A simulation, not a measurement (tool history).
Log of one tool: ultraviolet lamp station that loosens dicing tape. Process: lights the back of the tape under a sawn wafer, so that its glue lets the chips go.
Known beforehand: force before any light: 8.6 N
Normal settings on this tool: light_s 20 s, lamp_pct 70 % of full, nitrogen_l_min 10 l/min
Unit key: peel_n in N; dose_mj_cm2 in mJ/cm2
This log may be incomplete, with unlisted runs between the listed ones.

run	hour	light_s	lamp_pct	nitrogen_l_min	peel_n	dose_mj_cm2
1	0.0	20	70	10	0.900	479
2	10.1	18	70	10	1.119	422
3	19.5	20	70	10	0.940	479
4	25.7	20	70	10	0.880	482
5	36.1	20	70	10	0.894	472
6	45.1	20	70	10	0.877	474
7	53.9	20	70	10	0.925	474
8	65.3	20	70	9	0.964	468
9	73.2	20	70	9	1.005	476
10	78.3	20	70	9	0.983	472
11	83.4	20	70	9	0.970	475
12	92.9	20	70	9	0.994	469
13	99.3	20	70	9	0.961	470
14	104.7	20	70	10	0.921	469
15	114.0	20	70	10	0.926	472
16	122.6	20	70	10	0.919	478
17	131.8	34	70	10	0.356	796
18	138.7	18	67	5	1.829	401
19	146.0	17	60	5	2.266	341
20	155.8	14	88	5	1.692	407
21	162.3	30	67	10	0.479	669
22	169.2	11	80	11	1.903	294
23	175.5	28	69	11	0.479	645
24	183.1	28	69	11	0.477	639
25	191.1	28	69	11	0.488	637
26	199.5	23	99	5	0.558	756
27	208.9	23	99	5	0.627	754
28	219.8	23	99	5	0.579	756
29	231.6	17	81	10	0.954	459
30	239.1	21	93	19	0.391	646
31	248.1	21	97	13	0.404	673
32	256.5	20	70	16	0.687	463

Alternative continuations, all from the tool just after run 32; predict every row:
A	265.0	15	67	5	?	?
B	265.0	15	70	14	?	?
C	265.0	16	70	4	?	?
D	265.0	21	76	3	?	?
E	265.0	20	70	11	?	?

run	peel_n	dose_mj_cm2
A	2.356	330
B	1.362	347
C	2.286	370
D	1.614	527
E	0.915	459
Without the tool's unlogged condition, the same runs would have read:
run	peel_n	dose_mj_cm2
A	2.215	347
B	1.256	365
C	2.147	388
D	1.495	553
E	0.836	482
